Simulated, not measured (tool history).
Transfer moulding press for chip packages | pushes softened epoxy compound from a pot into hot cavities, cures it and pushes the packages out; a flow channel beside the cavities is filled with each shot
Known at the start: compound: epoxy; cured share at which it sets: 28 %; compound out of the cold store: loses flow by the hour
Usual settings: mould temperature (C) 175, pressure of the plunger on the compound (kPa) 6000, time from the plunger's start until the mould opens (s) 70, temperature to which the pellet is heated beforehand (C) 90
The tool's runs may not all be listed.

run     day  mould temperature (C)  pressure of the plunger on the compound (kPa)  time from the plunger's start until the mould opens (s)  temperature to which the pellet is heated beforehand (C)  incoming compound's hours out of the cold store  length that the compound runs in the flow channel (mm)  greatest force on the pins that push the packages out (N)
  1       0                    175                                           6000                                                       70                                                        90                                             11.7                                                     843                                                        522
      0.708  -- plunger's sealing rings changed
      1.071  -- cavities cleaned with cleaning compound and waxed
  2   1.775                    175                                           6000                                                       70                                                        90                                             44.2                                                     687                                                        504
      4.571  -- cavities cleaned with cleaning compound and waxed
  3   5.142                    175                                           6000                                                       70                                                        90                                             47.6                                                     667                                                        500
      7.212  -- mould's thermocouples calibrated
        8.1  -- cavities cleaned with cleaning compound and waxed
  4   8.433                    175                                           6000                                                       70                                                        90                                             45.4                                                     673                                                        496
  5  11.025                    175                                           6000                                                       70                                                        90                                             17.1                                                     801                                                        524
     11.554  -- cavities cleaned with cleaning compound and waxed
  6  13.246                    175                                           6000                                                       70                                                        90                                             16.4                                                     811                                                        530
  7  14.775                    174                                           6000                                                       70                                                        90                                             28.9                                                     755                                                        520
     14.996  -- cavities cleaned with cleaning compound and waxed
  8  17.475                    174                                           6000                                                       70                                                        90                                               15                                                     821                                                        550
     18.512  -- cavities cleaned with cleaning compound and waxed
  9  19.342                    175                                           6000                                                       70                                                        90                                             22.9                                                     762                                                        508
     20.158  -- plunger's sealing rings changed
 10    21.7                    175                                           6000                                                       70                                                        90                                             43.6                                                     676                                                        505
     22.162  -- cavities cleaned with cleaning compound and waxed
 11  23.554                    175                                           6000                                                       70                                                        90                                              8.2                                                     853                                                        534
       25.7  -- cavities cleaned with cleaning compound and waxed
 12  26.462                    175                                           6000                                                       70                                                        90                                             17.1                                                     808                                                        511
 13  28.629                    175                                           6000                                                       70                                                        90                                             32.9                                                     725                                                        495
     29.175  -- cavities cleaned with cleaning compound and waxed
 14  31.217                    175                                           6000                                                       70                                                        90                                               34                                                     721                                                        492
     32.621  -- cavities cleaned with cleaning compound and waxed
 15  32.988                    174                                           4830                                                       70                                                        90                                             17.5                                                     733                                                        531
     36.221  -- cavities cleaned with cleaning compound and waxed
 16  36.317                    174                                           4830                                                       70                                                        90                                             12.8                                                     747                                                        536
 17  37.904                    183                                           7210                                                       91                                                        83                                             36.9                                                     763                                                        434
      39.45  -- plunger's sealing rings changed
     39.996  -- cavities cleaned with cleaning compound and waxed
 18  40.971                    175                                           7260                                                       75                                                        81                                             20.7                                                     867                                                        507
 19  43.071                    175                                           5610                                                       68                                                        97                                             30.6                                                     714                                                        526
     43.617  -- cavities cleaned with cleaning compound and waxed
 20  45.862                    175                                           7100                                                       88                                                        89                                             21.1                                                     855                                                        443
     47.258  -- cavities cleaned with cleaning compound and waxed
 21  48.558                    175                                           7100                                                       88                                                        89                                             19.3                                                     869                                                        455
     50.671  -- cavities cleaned with cleaning compound and waxed
 22  50.717                    175                                           6000                                                       71                                                        90                                             43.8                                                     691                                                        488
 23  52.192                    174                                           5600                                                       95                                                        88                                             26.1                                                     743                                                        445
     53.004  -- mould's thermocouples calibrated
     54.392  -- cavities cleaned with cleaning compound and waxed
 24  54.654                    175                                           5950                                                       70                                                        82                                             20.7                                                     786                                                        528
 25  56.829                    181                                           5690                                                       53                                                        95                                             34.5                                                     687                                                        596
     58.058  -- cavities cleaned with cleaning compound and waxed
     58.954  -- plunger's sealing rings changed
 26  59.579                    181                                           5690                                                       53                                                        95                                             33.1                                                     700                                                        615

Forecast each of these 4 alternatives for the next run:
     61.733  -- cavities cleaned with cleaning compound and waxed
  A  63.079                    181                                           7210                                                      108                                                        95                                               33                                                       ?                                                          ?
     61.733  -- cavities cleaned with cleaning compound and waxed
  B  63.079                    181                                           5390                                                       53                                                        89                                             23.2                                                       ?                                                          ?
     61.733  -- cavities cleaned with cleaning compound and waxed
  C  63.079                    181                                           5690                                                       53                                                        95                                             47.4                                                       ?                                                          ?
     61.733  -- cavities cleaned with cleaning compound and waxed
  D  63.079                    179                                           7080                                                       70                                                        97                                             20.3                                                       ?                                                          ?

run  length that the compound runs in the flow channel (mm)  greatest force on the pins that push the packages out (N)
  A                                                     794                                                        447
  B                                                     719                                                        614
  C                                                     637                                                        605
  D                                                     845                                                        448
Without the tool's hidden state the same runs would have given:
run  length that the compound runs in the flow channel (mm)  greatest force on the pins that push the packages out (N)
  A                                                     794                                                        442
  B                                                     719                                                        608
  C                                                     637                                                        599
  D                                                     845                                                        444
